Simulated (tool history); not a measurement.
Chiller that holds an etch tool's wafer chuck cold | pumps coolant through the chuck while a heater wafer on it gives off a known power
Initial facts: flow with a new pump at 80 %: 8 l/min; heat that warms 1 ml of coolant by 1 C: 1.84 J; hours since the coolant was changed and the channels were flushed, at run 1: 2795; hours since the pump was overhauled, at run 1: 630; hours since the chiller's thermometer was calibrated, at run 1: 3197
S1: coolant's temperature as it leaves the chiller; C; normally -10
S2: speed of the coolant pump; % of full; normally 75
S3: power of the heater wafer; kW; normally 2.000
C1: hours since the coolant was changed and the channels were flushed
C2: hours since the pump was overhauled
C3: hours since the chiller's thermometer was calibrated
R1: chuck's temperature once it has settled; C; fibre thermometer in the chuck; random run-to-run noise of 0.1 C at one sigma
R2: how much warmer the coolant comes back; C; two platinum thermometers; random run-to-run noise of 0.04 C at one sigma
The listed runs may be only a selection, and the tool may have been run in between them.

Run 1, hour 0.0: usual settings; C1 2795; C2 630; C3 3197. Result: R1 17.3 C, R2 8.81 C.
Run 2, hour 46.8: usual settings; C1 2842; C2 677; C3 3244. Result: R1 17.2 C, R2 8.89 C.
Run 3, hour 72.1: usual settings; C1 2867; C2 702; C3 3269. Result: R1 17.2 C, R2 8.85 C.
Run 4, hour 98.8: usual settings; C1 2894; C2 729; C3 3296. Result: R1 17.3 C, R2 8.87 C.
Run 5, hour 124.0: usual settings but S1 -9 C; C1 2919; C2 754; C3 3321. Result: R1 18.4 C, R2 8.89 C.
Run 6, hour 166.7: usual settings but S1 -9 C; C1 2962; C2 797; C3 3364. Result: R1 18.4 C, R2 8.90 C.
At hour 171.5: chiller's thermometer calibrated.
Run 7, hour 195.1: usual settings but S1 -9 C; C1 2990; C2 824; C3 24. Result: R1 18.7 C, R2 8.89 C.
Run 8, hour 232.6: usual settings but S1 -9 C; C1 3027; C2 862; C3 61. Result: R1 18.8 C, R2 8.87 C.
Run 9, hour 262.8: usual settings but S1 -9 C, S3 1.484 kW; C1 3057; C2 892; C3 91. Result: R1 11.8 C, R2 6.58 C.
Run 10, hour 310.2: usual settings but S1 -9 C, S3 1.484 kW; C1 3105; C2 939; C3 139. Result: R1 11.8 C, R2 6.66 C.
Run 11, hour 337.6: usual settings but S1 -2 C, S2 65 % of full, S3 2.210 kW; C1 3132; C2 967; C3 166. Result: R1 33.2 C, R2 11.50 C.
Run 12, hour 359.4: usual settings but S1 -2 C, S2 65 % of full, S3 2.210 kW; C1 3154; C2 989; C3 188. Result: R1 33.0 C, R2 11.55 C.
At hour 372.2: chiller's thermometer calibrated, once more.
Run 13, hour 410.1: usual settings but S1 -2 C, S2 65 % of full, S3 2.745 kW; C1 3204; C2 1038; C3 38. Result: R1 41.4 C, R2 14.26 C.
Run 14, hour 444.9: usual settings but S2 86 % of full, S3 1.220 kW; C1 3238; C2 1073; C3 73. Result: R1 4.7 C, R2 4.68 C.
Run 15, hour 477.8: usual settings but S2 86 % of full, S3 1.220 kW; C1 3271; C2 1106; C3 106. Result: R1 4.8 C, R2 4.72 C.
Run 16, hour 527.7: usual settings but S2 86 % of full, S3 1.220 kW; C1 3321; C2 1156; C3 155. Result: R1 4.8 C, R2 4.68 C.
Run 17, hour 567.5: usual settings but S1 -13 C, S2 87 % of full, S3 2.039 kW; C1 3361; C2 1196; C3 195. Result: R1 11.7 C, R2 7.78 C.
Run 18, hour 615.4: usual settings but S2 93 % of full, S3 1.298 kW; C1 3409; C2 1243; C3 243. Result: R1 4.7 C, R2 4.63 C.
Run 19, hour 649.7: usual settings but S1 -4 C, S2 73 % of full, S3 1.045 kW; C1 3443; C2 1278; C3 277. Result: R1 10.9 C, R2 4.79 C.
Run 20, hour 685.2: usual settings but S1 -4 C, S2 74 % of full, S3 1.045 kW; C1 3479; C2 1313; C3 313. Result: R1 10.9 C, R2 4.77 C.

5 options for the next run, each taken on its own from the tool as it stands now. Forecast them:
Run A, hour 708.9: usual settings but S1 -3 C, S2 74 % of full, S3 1.499 kW; C1 3502; C2 1337; C3 337. Result: R1 ?, R2 ?.
Run B, hour 708.9: usual settings but S1 -1 C, S3 2.325 kW; C1 3502; C2 1337; C3 337. Result: R1 ?, R2 ?.
Run C, hour 708.9: usual settings but S1 -16 C, S2 74 % of full, S3 1.045 kW; C1 3502; C2 1337; C3 337. Result: R1 ?, R2 ?.
Run D, hour 708.9: usual settings but S1 -3 C, S2 63 % of full, S3 1.045 kW; C1 3502; C2 1337; C3 337. Result: R1 ?, R2 ?.
Run E, hour 708.9: usual settings but S1 -3 C, S2 97 % of full, S3 1.023 kW; C1 3502; C2 1337; C3 337. Result: R1 ?, R2 ?.

run    R1     R2
  A  18.3   6.77
  B  31.5  10.42
  C  -1.2   4.75
  D  14.1   5.66
  E   8.3   3.48
Without the tool's hidden state the same runs would have given:
run    R1     R2
  A  15.7   6.59
  B  27.5  10.15
  C  -3.1   4.62
  D  12.0   5.51
  E   6.8   3.39
